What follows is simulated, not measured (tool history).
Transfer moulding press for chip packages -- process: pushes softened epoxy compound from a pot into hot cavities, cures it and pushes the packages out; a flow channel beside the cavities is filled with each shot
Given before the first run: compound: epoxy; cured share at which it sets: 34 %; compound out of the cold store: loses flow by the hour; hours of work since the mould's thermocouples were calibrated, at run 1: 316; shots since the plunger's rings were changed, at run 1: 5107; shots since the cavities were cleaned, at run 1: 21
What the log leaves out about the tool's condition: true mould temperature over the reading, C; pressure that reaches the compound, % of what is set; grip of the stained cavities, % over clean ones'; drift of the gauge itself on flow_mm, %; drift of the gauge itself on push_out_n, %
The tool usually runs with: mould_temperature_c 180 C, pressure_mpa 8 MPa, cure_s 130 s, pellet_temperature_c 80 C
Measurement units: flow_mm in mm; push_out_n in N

run	hour	mould_temperature_c	pressure_mpa	cure_s	pellet_temperature_c	hours of work since the mould's thermocouples were calibrated	shots since the plunger's rings were changed	shots since the cavities were cleaned	incoming compound's hours out of the cold store	flow_mm	push_out_n
1	0	180	8	130	80	316	5107	21	14.9	682	587
2	13.2	180	8	130	80	323	5204	118	47.8	589	577
3	28.8	180	8	130	80	331	5319	233	19.9	659	691
4	43.2	178	8	130	80	338	5425	339	44	601	733
5	55.8	180	8	125	80	345	5518	432	16.3	666	769
6	67.4	184	8	130	80	350	5603	517	44.6	578	614
7	78.9	184	8	130	80	356	5688	602	26.1	628	649
# hour 81.3: cavities cleaned with cleaning compound and waxed
8	87.7	180	8	130	80	360	5742	47	24.9	637	840
9	99.6	180	8	130	80	366	5829	134	21.3	652	858
10	108.3	180	8	130	80	370	5893	198	46.2	582	823
11	122.7	180	8	130	80	378	5999	304	31.4	614	862
12	130.6	180	8	130	80	382	6058	363	15.4	661	914
13	139.3	180	8	130	80	386	6122	427	31.2	619	873
14	146.7	180	8	130	80	390	6176	481	43.3	589	871
15	154.6	180	8	130	80	394	6234	539	43	587	851
# hour 165.4: cavities cleaned with cleaning compound and waxed
16	167.7	186	7.45	153	77	400	6320	18	30.3	586	453
17	175.8	184	8	112	83	404	6379	77	46.9	570	649
# hour 184.7: cavities cleaned with cleaning compound and waxed, once more
18	184.7	187	6.02	130	80	408	6434	0	27.1	532	443
# hour 196.9: plunger's sealing rings changed
19	198.6	187	6.02	128	80	413	12	83	43.2	550	478
20	213.1	180	7.03	169	80	421	119	190	33.4	644	510
21	224.9	180	7.03	169	80	427	206	277	22.4	667	536
22	235.4	180	7.03	169	80	432	284	355	10	706	580
23	244.2	180	7.81	151	80	436	348	419	45	638	589
24	259.1	180	7.81	151	80	444	458	529	32.3	679	618
# hour 271.5: cavities cleaned with cleaning compound and waxed
25	272.2	183	7.81	151	80	450	543	5	34.7	659	468
26	289.1	181	6.23	131	83	458	667	129	16.7	642	627
27	304.4	180	8	119	77	466	780	242	10.7	741	872
28	315.7	180	8	119	77	472	863	325	17.5	720	898
29	326.4	180	8	119	77	477	942	404	46.7	637	864
# hour 341.8: mould's thermocouples calibrated
30	342.8	185	7.7	130	76	0	1048	510	36.1	634	586

Across each entry between runs, compare the hidden state at the last listed run before it with the hidden state at the first listed run after it:
Run 7 -> run 8: cavities cleaned with cleaning compound and waxed (hour 81.3)
  true mould temperature over the reading, C: -1.2 -> -1.21; pressure that reaches the compound, % of what is set: 81.63 -> 81.44; grip of the stained cavities, % over clean ones': 35.5 -> 51.1
  what was measured, less what the result would be without the hidden state, flow_mm: -64 -> -66 mm; push_out_n: +185 -> +320 N
Run 15 -> run 16: cavities cleaned with cleaning compound and waxed (hour 165.4)
  true mould temperature over the reading, C: -1.28 -> -1.3; pressure that reaches the compound, % of what is set: 79.77 -> 79.52; grip of the stained cavities, % over clean ones': 56.6 -> 5.2
  what was measured, less what the result would be without the hidden state, flow_mm: -68 -> -68 mm; push_out_n: +339 -> +26 N
Run 17 -> run 18: cavities cleaned with cleaning compound and waxed, once more (hour 184.7)
  pressure that reaches the compound, % of what is set: 79.32 -> 79.14; grip of the stained cavities, % over clean ones': 9.7 -> 2.8
  what was measured, less what the result would be without the hidden state, flow_mm: -67 -> -63 mm; push_out_n: +93 -> +22 N
Run 18 -> run 19: plunger's sealing rings changed (hour 196.9)
  true mould temperature over the reading, C: -1.31 -> -1.33; pressure that reaches the compound, % of what is set: 79.14 -> 99.44; grip of the stained cavities, % over clean ones': 2.8 -> 9.3
  what was measured, less what the result would be without the hidden state, flow_mm: -63 -> +1 mm; push_out_n: +22 -> +50 N
Run 24 -> run 25: cavities cleaned with cleaning compound and waxed (hour 271.5)
  true mould temperature over the reading, C: -1.39 -> -1.4; pressure that reaches the compound, % of what is set: 97.95 -> 97.68; grip of the stained cavities, % over clean ones': 33.4 -> 5.6
  what was measured, less what the result would be without the hidden state, flow_mm: -3 -> -4 mm; push_out_n: +170 -> +32 N
Run 29 -> run 30: mould's thermocouples calibrated (hour 341.8)
  true mould temperature over the reading, C: -1.46 -> -0.06; pressure that reaches the compound, % of what is set: 96.3 -> 95.94; grip of the stained cavities, % over clean ones': 29.8 -> 34
  what was measured, less what the result would be without the hidden state, flow_mm: -9 -> -14 mm; push_out_n: +250 -> +150 N

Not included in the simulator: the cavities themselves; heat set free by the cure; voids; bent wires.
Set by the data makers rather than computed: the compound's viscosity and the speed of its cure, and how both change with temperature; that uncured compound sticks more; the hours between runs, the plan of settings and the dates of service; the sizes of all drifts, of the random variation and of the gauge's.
